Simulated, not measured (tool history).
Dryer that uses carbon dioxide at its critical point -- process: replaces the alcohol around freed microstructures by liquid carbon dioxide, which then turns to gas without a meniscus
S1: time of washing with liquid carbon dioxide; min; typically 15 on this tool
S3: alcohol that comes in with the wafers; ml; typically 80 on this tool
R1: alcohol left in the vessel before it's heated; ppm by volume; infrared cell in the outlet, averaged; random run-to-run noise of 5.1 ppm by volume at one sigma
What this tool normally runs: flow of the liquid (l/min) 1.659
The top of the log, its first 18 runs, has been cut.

{"run": 19, "hour": 596.9, "S1": 15, "flow of the liquid (l/min)": 1.93, "S3": 80, "R1": 161}
{"hour": 616.5, "done": "inlet filter changed"}
{"run": 20, "hour": 621.8, "S1": 16, "flow of the liquid (l/min)": 2.63, "S3": 26, "R1": 111}
{"run": 21, "hour": 660.0, "S1": 20, "flow of the liquid (l/min)": 1.659, "S3": 77, "R1": 112}
{"run": 22, "hour": 701.7, "S1": 20, "flow of the liquid (l/min)": 1.02, "S3": 56, "R1": 255}
{"hour": 716.6, "done": "purifier's bed changed"}
{"run": 23, "hour": 734.9, "S1": 15, "flow of the liquid (l/min)": 1.5, "S3": 40, "R1": 67}
{"run": 24, "hour": 767.5, "S1": 10, "flow of the liquid (l/min)": 1.84, "S3": 40, "R1": 168}
{"run": 25, "hour": 807.8, "S1": 11, "flow of the liquid (l/min)": 1.659, "S3": 80, "R1": 350}
{"run": 26, "hour": 835.8, "S1": 15, "flow of the liquid (l/min)": 2.4, "S3": 80, "R1": 34}
{"run": 27, "hour": 869.8, "S1": 15, "flow of the liquid (l/min)": 2.4, "S3": 80, "R1": 33}
{"run": 28, "hour": 915.0, "S1": 18, "flow of the liquid (l/min)": 1.54, "S3": 26, "R1": 60}
{"run": 29, "hour": 938.9, "S1": 18, "flow of the liquid (l/min)": 1.54, "S3": 55, "R1": 80}
{"run": 30, "hour": 983.3, "S1": 12, "flow of the liquid (l/min)": 1.2, "S3": 80, "R1": 969}
{"run": 31, "hour": 1029.6, "S1": 12, "flow of the liquid (l/min)": 1.2, "S3": 80, "R1": 972}
{"run": 32, "hour": 1062.0, "S1": 15, "flow of the liquid (l/min)": 1.659, "S3": 85, "R1": 171}
{"run": 33, "hour": 1093.9, "S1": 9, "flow of the liquid (l/min)": 1.659, "S3": 26, "R1": 349}
{"run": 34, "hour": 1119.9, "S1": 9, "flow of the liquid (l/min)": 1.659, "S3": 26, "R1": 367}
{"run": 35, "hour": 1156.1, "S1": 9, "flow of the liquid (l/min)": 1.659, "S3": 26, "R1": 374}
{"run": 36, "hour": 1179.3, "S1": 9, "flow of the liquid (l/min)": 1.76, "S3": 36, "R1": 423}

Predict each of these 4 candidate next runs independently; none follows another, all start after run 36:
{"run": "A", "hour": 1205.0, "S1": 9, "flow of the liquid (l/min)": 2.01, "S3": 63, "R1": "?"}
{"run": "B", "hour": 1205.0, "S1": 15, "flow of the liquid (l/min)": 1.659, "S3": 53, "R1": "?"}
{"run": "C", "hour": 1205.0, "S1": 14, "flow of the liquid (l/min)": 1.76, "S3": 36, "R1": "?"}
{"run": "D", "hour": 1205.0, "S1": 15, "flow of the liquid (l/min)": 1.659, "S3": 53, "R1": "?"}

run=A R1=476
run=B R1=165
run=C R1=144
run=D R1=167
Had the tool no hidden state, the same runs would have come out as:
run=A R1=230
run=B R1=39
run=C R1=33
run=D R1=43
